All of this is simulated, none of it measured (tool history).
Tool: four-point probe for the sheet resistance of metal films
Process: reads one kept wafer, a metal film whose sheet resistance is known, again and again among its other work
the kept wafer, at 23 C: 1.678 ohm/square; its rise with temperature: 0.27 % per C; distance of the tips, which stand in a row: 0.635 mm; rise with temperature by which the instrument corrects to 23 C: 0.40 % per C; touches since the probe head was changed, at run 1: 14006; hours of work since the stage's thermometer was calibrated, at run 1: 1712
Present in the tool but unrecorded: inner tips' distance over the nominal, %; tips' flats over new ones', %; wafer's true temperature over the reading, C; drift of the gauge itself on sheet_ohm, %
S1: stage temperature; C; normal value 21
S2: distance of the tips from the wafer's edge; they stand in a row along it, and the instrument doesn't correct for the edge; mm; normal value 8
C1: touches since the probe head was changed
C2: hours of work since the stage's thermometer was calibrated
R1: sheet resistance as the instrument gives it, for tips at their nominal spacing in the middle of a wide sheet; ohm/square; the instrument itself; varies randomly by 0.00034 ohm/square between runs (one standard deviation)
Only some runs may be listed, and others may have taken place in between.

{"run": 1, "hour": 0.0, "S1": 21, "S2": 8, "C1": 14006, "C2": 1712, "R1": 1.699184}
{"run": 2, "hour": 10.9, "S1": 21, "S2": 8, "C1": 14287, "C2": 1716, "R1": 1.699279}
{"run": 3, "hour": 34.9, "S1": 21, "S2": 8, "C1": 14902, "C2": 1726, "R1": 1.699185}
{"run": 4, "hour": 52.4, "S1": 21, "S2": 46, "C1": 15352, "C2": 1734, "R1": 1.693695}
{"run": 5, "hour": 67.9, "S1": 21, "S2": 46, "C1": 15749, "C2": 1740, "R1": 1.69482}
{"run": 6, "hour": 82.3, "S1": 21, "S2": 8, "C1": 16118, "C2": 1746, "R1": 1.699299}
{"run": 7, "hour": 102.7, "S1": 21, "S2": 8, "C1": 16644, "C2": 1755, "R1": 1.699028}
{"run": 8, "hour": 116.6, "S1": 21, "S2": 8, "C1": 17000, "C2": 1761, "R1": 1.699428}
{"run": 9, "hour": 135.4, "S1": 25, "S2": 8, "C1": 17481, "C2": 1769, "R1": 1.690856}
{"run": 10, "hour": 159.7, "S1": 25, "S2": 8, "C1": 18106, "C2": 1779, "R1": 1.69145}
{"run": 11, "hour": 182.0, "S1": 25, "S2": 8, "C1": 18678, "C2": 1789, "R1": 1.690677}
{"run": 12, "hour": 206.3, "S1": 25, "S2": 8, "C1": 19301, "C2": 1799, "R1": 1.690524}
{"run": 13, "hour": 230.6, "S1": 21, "S2": 8, "C1": 19925, "C2": 1809, "R1": 1.699721}
{"run": 14, "hour": 240.7, "S1": 21, "S2": 8, "C1": 20185, "C2": 1813, "R1": 1.699722}
{"run": 15, "hour": 256.7, "S1": 21, "S2": 8, "C1": 20598, "C2": 1820, "R1": 1.699467}
{"run": 16, "hour": 268.0, "S1": 33, "S2": 36, "C1": 20886, "C2": 1825, "R1": 1.669036}
{"run": 17, "hour": 285.3, "S1": 23, "S2": 12, "C1": 21330, "C2": 1832, "R1": 1.691798}
{"run": 18, "hour": 304.1, "S1": 33, "S2": 12, "C1": 21813, "C2": 1840, "R1": 1.671355}
{"run": 19, "hour": 319.0, "S1": 33, "S2": 12, "C1": 22196, "C2": 1846, "R1": 1.671236}
{"run": 20, "hour": 332.7, "S1": 34, "S2": 5, "C1": 22548, "C2": 1852, "R1": 1.680725}
{"run": 21, "hour": 345.5, "S1": 34, "S2": 5, "C1": 22877, "C2": 1857, "R1": 1.68128}
{"run": 22, "hour": 365.9, "S1": 31, "S2": 8, "C1": 23401, "C2": 1866, "R1": 1.678659}
{"run": 23, "hour": 376.4, "S1": 31, "S2": 8, "C1": 23671, "C2": 1871, "R1": 1.678631}
{"run": 24, "hour": 398.5, "S1": 23, "S2": 14, "C1": 24237, "C2": 1880, "R1": 1.691455}
{"run": 25, "hour": 420.6, "S1": 34, "S2": 10, "C1": 24804, "C2": 1889, "R1": 1.670292}
{"run": 26, "hour": 444.8, "S1": 29, "S2": 8, "C1": 25426, "C2": 1899, "R1": 1.683075}
{"run": 27, "hour": 465.1, "S1": 18, "S2": 23, "C1": 25946, "C2": 1908, "R1": 1.70168}

Selected run-to-run steps in R1, each split into two signed amounts: the part the tool would show with no hidden state at all (from settings, incoming material and random variation), and the remainder, which goes to the hidden state together with any gauge scatter not common to the measured and the hidden-state-free results:
Run 15 -> 16: S1 21 -> 33, S2 8 -> 36. R1 -0.030431 ohm/square: hidden state -0.000273, all else -0.030158.
Run 16 -> 17: S1 33 -> 23, S2 36 -> 12. R1 +0.022762 ohm/square: hidden state +0.000266, all else +0.022496.
